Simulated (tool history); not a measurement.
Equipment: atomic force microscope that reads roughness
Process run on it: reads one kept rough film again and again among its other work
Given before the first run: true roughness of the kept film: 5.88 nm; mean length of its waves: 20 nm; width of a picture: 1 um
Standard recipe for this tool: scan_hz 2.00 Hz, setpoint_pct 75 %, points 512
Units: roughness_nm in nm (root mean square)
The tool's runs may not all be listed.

run 1 day=0.000 | scan_hz=2.00 setpoint_pct=75 points=512 | roughness_nm=3.689
run 2 day=0.646 | scan_hz=2.00 setpoint_pct=75 points=512 | roughness_nm=3.678
run 3 day=1.325 | scan_hz=1.21 setpoint_pct=75 points=512 | roughness_nm=3.829
run 4 day=2.262 | scan_hz=1.21 setpoint_pct=75 points=512 | roughness_nm=3.838
run 5 day=3.117 | scan_hz=0.62 setpoint_pct=75 points=512 | roughness_nm=3.989
run 6 day=3.854 | scan_hz=0.62 setpoint_pct=75 points=512 | roughness_nm=3.972
run 7 day=4.571 | scan_hz=2.00 setpoint_pct=75 points=512 | roughness_nm=3.672
run 8 day=5.325 | scan_hz=2.00 setpoint_pct=75 points=646 | roughness_nm=3.673
run 9 day=6.000 | scan_hz=2.00 setpoint_pct=75 points=646 | roughness_nm=3.679
run 10 day=6.450 | scan_hz=2.00 setpoint_pct=75 points=940 | roughness_nm=3.709
run 11 day=6.896 | scan_hz=2.00 setpoint_pct=75 points=940 | roughness_nm=3.688
run 12 day=7.542 | scan_hz=2.00 setpoint_pct=75 points=512 | roughness_nm=3.674
run 13 day=8.358 | scan_hz=2.00 setpoint_pct=75 points=512 | roughness_nm=3.684
run 14 day=9.000 | scan_hz=2.00 setpoint_pct=75 points=512 | roughness_nm=3.698
run 15 day=9.879 | scan_hz=2.00 setpoint_pct=75 points=776 | roughness_nm=3.694
run 16 day=10.625 | scan_hz=2.00 setpoint_pct=75 points=776 | roughness_nm=3.705
run 17 day=11.279 | scan_hz=2.00 setpoint_pct=75 points=776 | roughness_nm=3.698
run 18 day=11.671 | scan_hz=0.54 setpoint_pct=75 points=776 | roughness_nm=3.994
run 19 day=12.583 | scan_hz=0.54 setpoint_pct=75 points=776 | roughness_nm=4.013
run 20 day=13.342 | scan_hz=3.56 setpoint_pct=75 points=512 | roughness_nm=3.420
run 21 day=13.883 | scan_hz=3.56 setpoint_pct=75 points=512 | roughness_nm=3.386
run 22 day=14.712 | scan_hz=2.00 setpoint_pct=75 points=512 | roughness_nm=3.665
run 23 day=15.600 | scan_hz=2.00 setpoint_pct=75 points=512 | roughness_nm=3.670
run 24 day=16.388 | scan_hz=2.00 setpoint_pct=75 points=512 | roughness_nm=3.690
run 25 day=16.767 | scan_hz=2.00 setpoint_pct=75 points=512 | roughness_nm=3.691
run 26 day=17.704 | scan_hz=2.00 setpoint_pct=71 points=982 | roughness_nm=3.790
run 27 day=18.167 | scan_hz=0.97 setpoint_pct=72 points=512 | roughness_nm=3.920
run 28 day=18.592 | scan_hz=0.97 setpoint_pct=70 points=277 | roughness_nm=3.860
run 29 day=19.004 | scan_hz=0.51 setpoint_pct=70 points=975 | roughness_nm=4.098
run 30 day=19.500 | scan_hz=0.76 setpoint_pct=73 points=975 | roughness_nm=3.988
run 31 day=20.275 | scan_hz=1.59 setpoint_pct=64 points=353 | roughness_nm=3.891
run 32 day=21.179 | scan_hz=0.59 setpoint_pct=64 points=939 | roughness_nm=4.067
run 33 day=22.067 | scan_hz=0.59 setpoint_pct=78 points=812 | roughness_nm=3.968
run 34 day=22.908 | scan_hz=0.59 setpoint_pct=81 points=282 | roughness_nm=3.875
run 35 day=23.646 | scan_hz=0.59 setpoint_pct=81 points=282 | roughness_nm=3.860
run 36 day=24.092 | scan_hz=0.59 setpoint_pct=81 points=822 | roughness_nm=3.966
run 37 day=24.625 | scan_hz=2.00 setpoint_pct=75 points=270 | roughness_nm=3.610
run 38 day=25.071 | scan_hz=2.00 setpoint_pct=75 points=270 | roughness_nm=3.600
run 39 day=25.850 | scan_hz=0.61 setpoint_pct=59 points=764 | roughness_nm=4.090
run 40 day=26.558 | scan_hz=0.61 setpoint_pct=59 points=764 | roughness_nm=4.106
run 41 day=27.138 | scan_hz=0.61 setpoint_pct=59 points=764 | roughness_nm=4.086
run 42 day=27.917 | scan_hz=2.01 setpoint_pct=59 points=531 | roughness_nm=3.944
run 43 day=28.392 | scan_hz=2.01 setpoint_pct=59 points=531 | roughness_nm=3.968
run 44 day=29.088 | scan_hz=2.00 setpoint_pct=75 points=737 | roughness_nm=3.690
run 45 day=29.925 | scan_hz=2.00 setpoint_pct=75 points=737 | roughness_nm=3.678
run 46 day=30.621 | scan_hz=2.00 setpoint_pct=56 points=486 | roughness_nm=3.951
run 47 day=31.229 | scan_hz=2.00 setpoint_pct=56 points=486 | roughness_nm=3.925

The log once held 3 entries between its listed runs, left out of this copy. Where does each go, and what is different about the tool's unlogged condition between the listed run before it and the listed run after it?
After run 10, before run 11: new tip fitted (day 6.558)
  radius of the tip, nm: 7.1 -> 7
  measured value less the no-hidden-state value, roughness_nm: -0.016 -> -0.001 nm (root mean square)
After run 22, before run 23: new tip fitted (day 15.246)
  radius of the tip, nm: 7.1 -> 7
  measured value less the no-hidden-state value, roughness_nm: -0.015 -> -0.001 nm (root mean square)
After run 35, before run 36: new tip fitted (day 23.942)
  radius of the tip, nm: 7.1 -> 7
  measured value less the no-hidden-state value, roughness_nm: -0.017 -> -0.001 nm (root mean square)
